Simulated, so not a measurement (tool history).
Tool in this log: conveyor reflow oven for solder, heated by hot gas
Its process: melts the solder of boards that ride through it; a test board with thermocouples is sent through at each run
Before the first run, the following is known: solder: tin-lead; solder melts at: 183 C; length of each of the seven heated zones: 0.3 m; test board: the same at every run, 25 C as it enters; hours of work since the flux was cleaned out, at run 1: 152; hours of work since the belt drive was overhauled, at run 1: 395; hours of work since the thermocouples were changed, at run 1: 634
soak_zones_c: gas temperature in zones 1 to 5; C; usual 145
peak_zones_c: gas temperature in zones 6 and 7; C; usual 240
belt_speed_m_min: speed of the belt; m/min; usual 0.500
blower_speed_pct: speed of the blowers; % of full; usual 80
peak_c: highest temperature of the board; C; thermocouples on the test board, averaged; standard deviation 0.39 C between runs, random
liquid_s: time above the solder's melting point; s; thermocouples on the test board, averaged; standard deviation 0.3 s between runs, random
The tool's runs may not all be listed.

run   hour  soak_zones_c  peak_zones_c  belt_speed_m_min  blower_speed_pct  hours of work since the flux was cleaned out  hours of work since the belt drive was overhauled  hours of work since the thermocouples were changed  peak_c  liquid_s
  1    0.0           145           240             0.500                80                                           152                                                395                                                 634   220.7      58.5
  2    9.1           145           247             0.500                80                                           157                                                401                                                 639   226.8      62.2
  3   19.7           145           247             0.500                80                                           163                                                407                                                 645   227.1      62.1
  4   37.0           145           247             0.500                80                                           174                                                417                                                 656   226.5      61.7
  5   52.5           145           247             0.500                80                                           183                                                426                                                 665   226.2      61.4
  6   67.4           138           240             0.500                80                                           191                                                435                                                 673   219.1      54.7
  7   76.9           145           240             0.500                80                                           197                                                440                                                 679   219.7      58.1
  8   88.8           145           240             0.500                80                                           204                                                447                                                 686   220.0      58.4
  9  104.8           145           240             0.500                80                                           213                                                457                                                 695   219.9      58.2
 10  114.8           145           240             0.500                80                                           219                                                463                                                 701   218.8      57.6
 11  124.8           145           240             0.500                80                                           225                                                469                                                 707   219.6      57.9
 12  135.6           145           240             0.500                80                                           231                                                475                                                 713   220.0      58.1
 13  152.9           145           230             0.500                80                                           242                                                485                                                 723   210.7      51.2
 14  168.3           145           230             0.500                80                                           251                                                494                                                 733   212.0      51.3
 15  179.0           145           230             0.500                80                                           257                                                500                                                 739   211.8      51.2
 16  187.9           145           230             0.500                80                                           262                                                506                                                 744   211.6      51.0
 17  202.7           156           230             0.500                80                                           271                                                514                                                 753   213.3      58.3
 18  220.7           144           246             0.500                72                                           281                                                525                                                 763   220.5      58.0
 19  238.9           144           246             0.500                72                                           292                                                535                                                 774   220.7      58.4
 20  255.7           144           246             0.500                72                                           302                                                545                                                 784   221.1      58.1
 21  269.4           144           246             0.443                72                                           310                                                553                                                 792   225.0      69.0
 22  284.8           144           246             0.443                72                                           319                                                562                                                 801   224.4      69.1
 23  296.4           144           246             0.443                72                                           326                                                569                                                 808   225.0      69.3
 24  312.0           145           244             0.537                80                                           335                                                578                                                 817   218.2      52.7
 25  324.9           145           244             0.537                80                                           342                                                586                                                 824   219.0      52.5
 26  334.0           145           232             0.537                80                                           348                                                591                                                 830   208.5      45.9
 27  350.0           145           232             0.591                56                                           357                                                600                                                 839   195.9      25.2
 28  363.7           145           232             0.591                56                                           365                                                608                                                 847   195.9      25.0
 29  380.8           145           232             0.591                71                                           375                                                618                                                 857   202.3      33.3
 30  397.1           145           251             0.501                78                                           385                                                628                                                 867   225.6      61.3
 31  409.0           145           251             0.501                62                                           392                                                635                                                 874   220.1      57.2

What if the next run were any one of these 3? Each begins from the tool's condition after run 31:
     411.9  -- thermocouples of zones 6 and 7 changed
  A  418.6           135           240             0.500                87                                           396                                                639                                                   4       ?         ?
     411.9  -- thermocouples of zones 6 and 7 changed
  B  418.6           145           245             0.533                63                                           396                                                639                                                   4       ?         ?
     411.9  -- thermocouples of zones 6 and 7 changed
  C  418.6           132           251             0.473                84                                           396                                                639                                                   4       ?         ?

run  peak_c  liquid_s
  A   217.1      53.0
  B   213.4      48.6
  C   227.7      62.0
What these runs would have given with no unlogged condition in the tool:
run  peak_c  liquid_s
  A   222.9      56.9
  B   218.7      52.7
  C   233.7      64.9
